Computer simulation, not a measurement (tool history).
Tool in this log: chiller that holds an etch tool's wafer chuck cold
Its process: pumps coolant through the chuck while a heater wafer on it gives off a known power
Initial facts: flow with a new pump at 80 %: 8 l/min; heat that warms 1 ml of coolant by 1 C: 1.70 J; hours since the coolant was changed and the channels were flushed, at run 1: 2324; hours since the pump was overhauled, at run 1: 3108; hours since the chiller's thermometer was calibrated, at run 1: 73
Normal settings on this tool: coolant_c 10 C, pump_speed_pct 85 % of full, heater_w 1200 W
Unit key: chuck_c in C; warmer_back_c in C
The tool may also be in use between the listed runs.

run,hour,coolant_c,pump_speed_pct,heater_w,hours since the coolant was changed and the channels were flushed,hours since the pump was overhauled,hours since the chiller's thermometer was calibrated,chuck_c,warmer_back_c
1,0,10,85,1200,2324,3108,73,21.3,4.97
2,47.6,10,85,1200,2372,3156,120,21.3,4.98
3,121.2,10,67,1200,2446,3229,194,23.3,6.31
4,157.8,10,85,1200,2482,3266,230,21.5,5
5,218.8,10,85,1200,2543,3327,291,21.4,4.96
6,296.4,10,85,1200,2621,3404,369,21.5,5
7,354.2,10,85,1200,2679,3462,427,21.5,5.03
8,437.9,10,87,1200,2762,3546,510,21.1,4.84
9,477.9,10,87,1200,2802,3586,550,21.2,4.87
10,518.7,10,87,1200,2843,3627,591,21.1,4.89
11,591.9,10,87,1200,2916,3700,664,21.3,4.88
12,662.7,10,87,1200,2987,3771,735,21.2,4.82
13,724.5,10,85,1200,3049,3833,797,21.4,5.03
14,786.1,10,85,1200,3110,3894,859,21.4,4.99
15,841.3,10,85,1200,3166,3949,914,21.3,4.96
16,910.5,10,71,1200,3235,4018,983,22.9,6.05
17,981.4,10,69,1370,3306,4089,1054,25,7.03
18,1027.2,6,71,897,3351,4135,1100,15.6,4.52
# hour 1066.3: coolant changed, channels flushed
19,1102.2,4,86,749,36,4204,1169,11.1,3.06
20,1182.7,5,91,1462,116,4285,1249,18,5.68
21,1249.3,17,64,1200,183,4351,1316,30.9,6.68
22,1301.6,17,91,1285,235,4404,1368,28.8,4.97
23,1351.8,18,85,991,286,4454,1418,27.3,4.13
24,1405.9,18,85,991,340,4508,1472,27.4,4.12
25,1454.6,10,85,708,388,4557,1521,16.6,2.99
26,1540.3,7,94,1180,474,4642,1607,17.3,4.42
27,1596.1,7,94,1180,530,4698,1663,17.5,4.47
28,1641.7,7,94,1180,575,4744,1708,17.4,4.44
29,1696.6,15,61,1180,630,4799,1763,29,6.91
30,1741.9,1,61,1747,676,4844,1808,21.8,10.19
31,1795.3,3,61,760,729,4897,1862,11.9,4.36

What differs in the tool's unlogged condition from the final listed run ahead of each entry between runs to the first listed run following it?
In the gap between runs 18 and 19: coolant changed, channels flushed (hour 1066.3)
  heat passed by the chuck's channels, % of clean ones': 99.9 -> 100
